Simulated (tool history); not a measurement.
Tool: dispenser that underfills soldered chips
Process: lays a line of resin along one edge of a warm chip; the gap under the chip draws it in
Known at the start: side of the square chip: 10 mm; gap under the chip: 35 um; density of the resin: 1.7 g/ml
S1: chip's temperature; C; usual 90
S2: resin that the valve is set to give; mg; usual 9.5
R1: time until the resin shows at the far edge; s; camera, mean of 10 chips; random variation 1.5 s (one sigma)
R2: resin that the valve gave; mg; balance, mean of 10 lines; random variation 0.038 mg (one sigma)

| run | hour | S1 | S2 | R1 | R2 |
|---|---|---|---|---|---|
| 1 | 0 | 90 | 9.5 | 231.5 | 9.21 |
|  | 2.9 | new syringe of resin |
| 2 | 7.9 | 90 | 9.5 | 186.1 | 9.13 |
|  | 14.3 | dispensing valve cleaned and set on the balance |
|  | 16.7 | new syringe of resin |
| 3 | 23.1 | 90 | 9.5 | 197.4 | 9.51 |
|  | 29 | new syringe of resin |
| 4 | 35.2 | 101 | 9.5 | 135.9 | 9.39 |
|  | 41.9 | new syringe of resin |
| 5 | 49.5 | 101 | 9.5 | 140.1 | 9.3 |
|  | 54.8 | new syringe of resin |
| 6 | 63.3 | 101 | 9.5 | 152.2 | 9.17 |
|  | 67.7 | new syringe of resin |
| 7 | 73.8 | 90 | 9.2 | 204.1 | 8.82 |
|  | 80.5 | new syringe of resin |
| 8 | 82.6 | 90 | 9.2 | 170.3 | 8.78 |
|  | 84.7 | dispensing valve cleaned and set on the balance |
|  | 93.8 | new syringe of resin |
| 9 | 97 | 90 | 9.5 | 175.7 | 9.42 |
|  | 106.9 | new syringe of resin |
| 10 | 109.3 | 90 | 9.5 | 173.6 | 9.37 |
| 11 | 118.5 | 96 | 9.5 | 208 | 9.32 |
|  | 119.9 | new syringe of resin |
| 12 | 127 | 75 | 8.23 | 374.1 | 8.03 |
|  | 132.8 | new syringe of resin |
| 13 | 136.1 | 91 | 8.4 | 178.1 | 8.11 |
|  | 145.5 | new syringe of resin |
| 14 | 146.4 | 99 | 8.7 | 119.9 | 8.33 |
|  | 155 | dispensing valve cleaned and set on the balance |
|  | 159.2 | new syringe of resin |
| 15 | 161.3 | 89 | 9.43 | 176.6 | 9.42 |
| 16 | 169 | 93 | 11.22 | 211.7 | 11.11 |
|  | 172.2 | new syringe of resin |
| 17 | 179.3 | 98 | 12.28 | 160.8 | 12.19 |
|  | 184.5 | new syringe of resin |
| 18 | 187.7 | 91 | 11.22 | 169.4 | 10.99 |
|  | 196.9 | new syringe of resin |
| 19 | 197.8 | 79 | 11.9 | 244 | 11.61 |
| 20 | 207.8 | 97 | 11.9 | 192.7 | 11.48 |
|  | 210.1 | new syringe of resin |
| 21 | 215.3 | 87 | 11.58 | 218.2 | 11.21 |

4 ways to go on from here, each from the tool as it stands after run 21. What would each give?
|  | 222.6 | new syringe of resin |
|  | 225 | dispensing valve cleaned and set on the balance |
| A | 227.4 | 96 | 9.5 | ? | ? |
|  | 222.6 | new syringe of resin |
|  | 225 | dispensing valve cleaned and set on the balance |
| B | 227.4 | 97 | 9.97 | ? | ? |
|  | 222.6 | new syringe of resin |
|  | 225 | dispensing valve cleaned and set on the balance |
| C | 227.4 | 86 | 11.75 | ? | ? |
|  | 222.6 | new syringe of resin |
|  | 225 | dispensing valve cleaned and set on the balance |
| D | 227.4 | 87 | 8.89 | ? | ? |

| run | R1 | R2 |
|---|---|---|
| A | 148.2 | 9.5 |
| B | 145.6 | 9.85 |
| C | 210.3 | 11.6 |
| D | 208 | 8.86 |
Without the tool's hidden state the same runs would have given:
| run | R1 | R2 |
|---|---|---|
| A | 117.5 | 9.55 |
| B | 115.5 | 9.91 |
| C | 166.2 | 11.66 |
| D | 164.4 | 8.91 |
